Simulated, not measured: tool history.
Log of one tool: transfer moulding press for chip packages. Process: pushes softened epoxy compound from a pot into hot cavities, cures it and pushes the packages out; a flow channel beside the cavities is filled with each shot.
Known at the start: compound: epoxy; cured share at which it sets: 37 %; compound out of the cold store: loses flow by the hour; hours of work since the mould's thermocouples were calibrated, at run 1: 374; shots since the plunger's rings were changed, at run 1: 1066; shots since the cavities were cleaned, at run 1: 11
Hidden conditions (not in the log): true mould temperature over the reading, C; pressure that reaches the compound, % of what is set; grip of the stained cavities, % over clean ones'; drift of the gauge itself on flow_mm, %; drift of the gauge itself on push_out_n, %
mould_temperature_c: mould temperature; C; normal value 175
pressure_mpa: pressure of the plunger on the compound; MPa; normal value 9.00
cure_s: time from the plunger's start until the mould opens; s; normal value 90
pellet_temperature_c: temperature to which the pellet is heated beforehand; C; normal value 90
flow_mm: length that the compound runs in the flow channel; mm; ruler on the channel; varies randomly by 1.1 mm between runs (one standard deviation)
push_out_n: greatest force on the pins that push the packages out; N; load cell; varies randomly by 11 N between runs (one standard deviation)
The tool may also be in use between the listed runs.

run,day,mould_temperature_c,pressure_mpa,cure_s,pellet_temperature_c,hours of work since the mould's thermocouples were calibrated,shots since the plunger's rings were changed,shots since the cavities were cleaned,incoming compound's hours out of the cold store,flow_mm,push_out_n
1,0.000,175,9.00,90,90,374,1066,11,39.4,715,499
2,1.071,175,9.00,90,90,387,1289,234,21.4,766,617
3,2.325,175,9.00,90,90,401,1550,495,25.4,754,707
# day 3.417: cavities cleaned with cleaning compound and waxed
4,3.579,175,9.00,90,90,415,1798,34,38.5,714,502
5,4.662,175,9.00,90,90,428,2023,259,41.2,704,598
6,5.554,175,9.00,90,90,438,2208,444,14.3,786,687
# day 6.888: cavities cleaned with cleaning compound and waxed
7,7.042,175,9.00,90,90,455,2505,33,40.6,706,514
8,8.096,175,9.00,90,90,467,2724,252,29.3,736,616
# day 8.908: plunger's sealing rings changed
9,9.792,175,9.00,90,90,486,184,582,10.7,811,757
# day 10.471: cavities cleaned with cleaning compound and waxed
10,10.679,175,9.00,90,90,495,356,43,19.1,776,527
11,12.383,175,9.00,90,90,515,710,397,46.5,696,615
12,13.288,175,9.00,90,90,526,898,585,28.5,747,699
# day 13.996: cavities cleaned with cleaning compound and waxed
13,14.083,175,9.00,75,90,535,1051,18,18.7,775,727
# day 14.250: mould's thermocouples calibrated
14,14.983,175,9.00,75,90,9,1220,187,15.7,781,822
15,15.958,175,9.00,75,90,20,1423,390,25.7,752,869
# day 17.588: cavities cleaned with cleaning compound and waxed
16,17.629,170,9.00,74,90,39,1758,9,21.6,782,1101
17,18.400,175,9.00,113,98,48,1918,169,29.4,738,493
18,19.296,170,8.32,91,93,58,2104,355,32.5,715,788
19,20.612,170,8.32,91,93,74,2378,629,34.2,709,861
# day 21.167: cavities cleaned with cleaning compound and waxed
20,22.396,170,8.32,91,93,94,2736,256,23.9,736,754

What does the tool deliver on the next run?
# day 23.117: plunger's sealing rings changed
21,23.254,175,8.61,100,90,103,28,412,23.7,?,?

flow_mm: 747 mm
push_out_n: 611 N
Were there no unlogged condition in the tool, this run, its random variation unchanged, would have produced flow_mm 750 mm, push_out_n 462 N.
